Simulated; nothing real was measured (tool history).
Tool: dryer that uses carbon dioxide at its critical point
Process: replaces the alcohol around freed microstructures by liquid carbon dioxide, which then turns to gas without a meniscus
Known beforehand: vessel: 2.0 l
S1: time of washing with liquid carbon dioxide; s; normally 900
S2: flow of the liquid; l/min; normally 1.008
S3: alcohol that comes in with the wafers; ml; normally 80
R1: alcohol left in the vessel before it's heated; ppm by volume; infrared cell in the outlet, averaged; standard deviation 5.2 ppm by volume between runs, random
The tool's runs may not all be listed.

Run 1, hour 0: usual settings. Result: R1 156 ppm by volume.
Run 2, hour 25.4: usual settings. Result: R1 165 ppm by volume.
Run 3, hour 51.6: usual settings. Result: R1 167 ppm by volume.
Run 4, hour 79.8: usual settings. Result: R1 171 ppm by volume.
Run 5, hour 93.6: usual settings. Result: R1 187 ppm by volume.
Run 6, hour 113.8: usual settings. Result: R1 186 ppm by volume.
Run 7, hour 142.4: usual settings. Result: R1 193 ppm by volume.
Run 8, hour 165.5: usual settings. Result: R1 206 ppm by volume.
Run 9, hour 186.6: usual settings. Result: R1 221 ppm by volume.
Run 10, hour 201.5: usual settings but S2 1.33 l/min. Result: R1 68 ppm by volume.
Run 11, hour 217.6: usual settings. Result: R1 235 ppm by volume.
Run 12, hour 232.4: usual settings. Result: R1 223 ppm by volume.
Run 13, hour 246: usual settings. Result: R1 241 ppm by volume.
Run 14, hour 277.8: usual settings but S3 37 ml. Result: R1 130 ppm by volume.
Run 15, hour 299.8: usual settings but S3 37 ml. Result: R1 145 ppm by volume.
At hour 310.8: inlet filter changed.
Run 16, hour 324.7: usual settings but S3 37 ml. Result: R1 99 ppm by volume.
Run 17, hour 338.6: usual settings but S3 37 ml. Result: R1 106 ppm by volume.
Run 18, hour 362.7: usual settings but S3 37 ml. Result: R1 105 ppm by volume.
Run 19, hour 388.7: usual settings but S3 37 ml. Result: R1 100 ppm by volume.
Run 20, hour 407.9: usual settings but S2 1.3 l/min. Result: R1 72 ppm by volume.
Run 21, hour 424.4: usual settings but S2 1.1 l/min. Result: R1 121 ppm by volume.
Run 22, hour 444: usual settings. Result: R1 178 ppm by volume.
Run 23, hour 457.5: usual settings. Result: R1 185 ppm by volume.
Run 24, hour 483.6: usual settings but S1 1440 s, S2 1.54 l/min. Result: R1 56 ppm by volume.
Run 25, hour 505.1: usual settings but S1 720 s, S2 1.65 l/min, S3 20 ml. Result: R1 65 ppm by volume.
Run 26, hour 537.1: usual settings but S2 0.71 l/min, S3 43 ml. Result: R1 480 ppm by volume.
Run 27, hour 568.9: usual settings but S2 0.89 l/min. Result: R1 353 ppm by volume.
Run 28, hour 588.5: usual settings but S1 1200 s, S2 0.62 l/min. Result: R1 511 ppm by volume.
Run 29, hour 605.1: usual settings but S2 0.92 l/min, S3 34 ml. Result: R1 176 ppm by volume.
Run 30, hour 630.1: usual settings but S2 0.81 l/min, S3 37 ml. Result: R1 277 ppm by volume.
Run 31, hour 655.1: usual settings but S3 32 ml. Result: R1 139 ppm by volume.
Run 32, hour 680.1: usual settings but S3 71 ml. Result: R1 234 ppm by volume.
Run 33, hour 709.7: usual settings but S1 720 s, S2 1.43 l/min, S3 32 ml. Result: R1 119 ppm by volume.
Run 34, hour 741.4: usual settings but S1 720 s, S2 1.2 l/min, S3 77 ml. Result: R1 312 ppm by volume.
Run 35, hour 768.4: usual settings but S1 720 s, S2 1.2 l/min, S3 77 ml. Result: R1 324 ppm by volume.
Run 36, hour 787: usual settings but S1 660 s, S2 1.41 l/min, S3 77 ml. Result: R1 235 ppm by volume.
Run 37, hour 815.1: usual settings but S3 107 ml. Result: R1 365 ppm by volume.
At hour 823.6: inlet filter changed.
Run 38, hour 829.8: usual settings but S1 660 s, S2 1.34 l/min, S3 48 ml. Result: R1 158 ppm by volume.
Run 39, hour 852.9: usual settings but S3 78 ml. Result: R1 193 ppm by volume.
Run 40, hour 872.9: usual settings but S3 78 ml. Result: R1 197 ppm by volume.
Run 41, hour 898.9: usual settings but S1 1320 s, S2 1.12 l/min, S3 109 ml. Result: R1 96 ppm by volume.
Run 42, hour 925.1: usual settings but S2 1.04 l/min. Result: R1 189 ppm by volume.
Run 43, hour 952.1: usual settings but S2 1.04 l/min. Result: R1 206 ppm by volume.
Run 44, hour 980.1: usual settings but S1 720 s, S2 1.64 l/min, S3 45 ml. Result: R1 112 ppm by volume.
Run 45, hour 997.1: usual settings but S1 720 s, S2 1.64 l/min, S3 45 ml. Result: R1 111 ppm by volume.
Run 46, hour 1012.7: usual settings but S1 600 s, S2 0.78 l/min, S3 29 ml. Result: R1 875 ppm by volume.

The logged runs with the hidden state left out (each run's random variation unchanged):
Hidden conditions of the tool in this case: flow that reaches the vessel past the clogged filter, %; alcohol in the recycled carbon dioxide, ppm; drift of the gauge itself on alcohol_ppm, %.
run   R1
  1  106
  2  107
  3  102
  4   98
  5  109
  6  102
  7  102
  8  106
  9  116
 10   21
 11  116
 12  102
 13  114
 14   45
 15   54
 16   58
 17   64
 18   59
 19   49
 20   23
 21   63
 22  105
 23  111
 24    3
 25    9
 26  337
 27  214
 28  326
 29   79
 30  147
 31   48
 32   98
 33   32
 34  136
 35  134
 36   83
 37  140
 38   76
 39  103
 40  104
 41   11
 42   87
 43   96
 44   17
 45   15
 46  678
